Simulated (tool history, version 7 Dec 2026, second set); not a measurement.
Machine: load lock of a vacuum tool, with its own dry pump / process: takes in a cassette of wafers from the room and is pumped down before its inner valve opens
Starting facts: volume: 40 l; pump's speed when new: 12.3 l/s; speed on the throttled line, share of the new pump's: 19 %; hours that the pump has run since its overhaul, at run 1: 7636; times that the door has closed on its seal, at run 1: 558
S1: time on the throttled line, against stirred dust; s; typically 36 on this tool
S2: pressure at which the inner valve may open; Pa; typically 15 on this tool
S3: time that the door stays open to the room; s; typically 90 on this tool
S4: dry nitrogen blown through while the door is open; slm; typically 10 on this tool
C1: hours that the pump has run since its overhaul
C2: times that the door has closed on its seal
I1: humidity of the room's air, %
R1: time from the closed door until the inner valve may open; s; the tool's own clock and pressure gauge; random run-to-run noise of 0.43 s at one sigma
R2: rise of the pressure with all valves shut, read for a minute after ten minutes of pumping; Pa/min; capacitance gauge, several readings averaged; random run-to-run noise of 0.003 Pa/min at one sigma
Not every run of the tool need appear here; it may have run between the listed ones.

run,hour,S1,S2,S3,S4,C1,C2,I1,R1,R2
1,0.0,36,15,90,10,7636,558,44.5,58.7,0.045
2,153.6,36,15,90,10,7789,1122,45.1,58.6,0.047
3,264.9,36,15,90,10,7900,1531,44.5,58.8,0.044
4,421.7,36,17,90,10,8057,2107,40.9,58.2,0.043
5,627.1,23,17,90,10,8263,2862,45.6,48.4,0.050
6,821.1,36,15,90,10,8457,3574,44.6,58.9,0.048
7,1073.3,32,15,90,10,8709,4501,42.5,55.7,0.054
8,1291.8,32,15,90,10,8927,5304,46.1,55.3,0.056
9,1394.4,32,15,90,10,9030,5680,44.7,56.0,0.049
10,1532.5,26,15,90,10,9168,6188,42.6,51.4,0.050
11,1670.3,36,15,33,10,9306,6694,43.8,59.7,0.031
12,1862.9,36,15,33,10,9498,7402,40.3,59.5,0.038
13,2017.8,36,15,33,10,9653,7971,44.2,58.9,0.037
14,2260.4,36,15,33,10,9896,8862,42.9,59.1,0.044
15,2374.2,36,15,33,10,10010,9280,47.6,59.0,0.048
16,2541.0,36,15,33,10,10176,9893,48.6,59.6,0.053
17,2685.7,36,15,33,10,10321,10424,44.9,59.3,0.042
18,2865.5,63,15,33,10,10501,11085,44.0,81.2,0.048
19,3098.6,21,13,71,7,10734,11941,47.2,48.1,0.064
20,3340.2,24,25,28,32,10976,12829,42.4,48.0,0.037
21,3522.4,24,15,107,10,11158,13498,46.6,49.7,0.075
22,3696.8,45,11,90,10,11332,14139,45.2,67.9,0.073
23,3913.6,64,25,39,9,11549,14935,46.1,78.4,0.065
24,4049.5,36,24,90,10,11685,15435,46.4,57.7,0.076
25,4207.3,36,24,90,10,11843,16014,46.6,58.2,0.074
26,4336.8,36,24,90,10,11972,16490,43.6,57.7,0.071
27,4563.3,22,15,90,10,12199,17322,47.3,49.6,0.082
28,4665.2,33,15,90,10,12301,17696,46.3,57.5,0.077
29,4775.3,36,13,51,10,12411,18101,45.7,60.1,0.075
30,4989.6,36,13,51,10,12625,18888,42.9,59.0,0.077
31,5152.2,36,15,28,8,12788,19486,45.1,59.8,0.068
32,5318.4,36,15,90,4,12954,20096,47.2,59.5,0.100
33,5529.7,36,15,90,4,13165,20872,46.4,59.0,0.109
34,5719.7,47,15,133,10,13355,21570,45.8,68.2,0.107
35,5886.0,47,15,133,10,13522,22181,47.8,67.9,0.111

Measured minus without-hidden-state, run by run (identical run-to-run variation in each term; gauge scatter may differ):
Hidden state at play: pump's speed, % of a new pump's; leak at the door's seal, Pa l/s; drift of the gauge itself on ready_s, %; drift of the gauge itself on rise_pa_min, %.
run,R1,R2
1,+0.9,+0.002
2,+1.0,+0.002
3,+0.9,+0.002
4,+1.0,+0.004
5,+1.1,+0.005
6,+1.0,+0.006
7,+1.1,+0.007
8,+1.2,+0.008
9,+1.1,+0.008
10,+1.3,+0.010
11,+1.2,+0.010
12,+1.2,+0.011
13,+1.2,+0.013
14,+1.3,+0.015
15,+1.2,+0.016
16,+1.4,+0.017
17,+1.3,+0.018
18,+1.0,+0.020
19,+1.6,+0.022
20,+1.4,+0.024
21,+1.6,+0.026
22,+1.5,+0.027
23,+1.0,+0.030
24,+1.4,+0.031
25,+1.5,+0.032
26,+1.4,+0.034
27,+1.8,+0.037
28,+1.7,+0.038
29,+1.7,+0.040
30,+1.7,+0.042
31,+1.7,+0.045
32,+1.7,+0.046
33,+1.7,+0.049
34,+1.6,+0.051
35,+1.6,+0.053
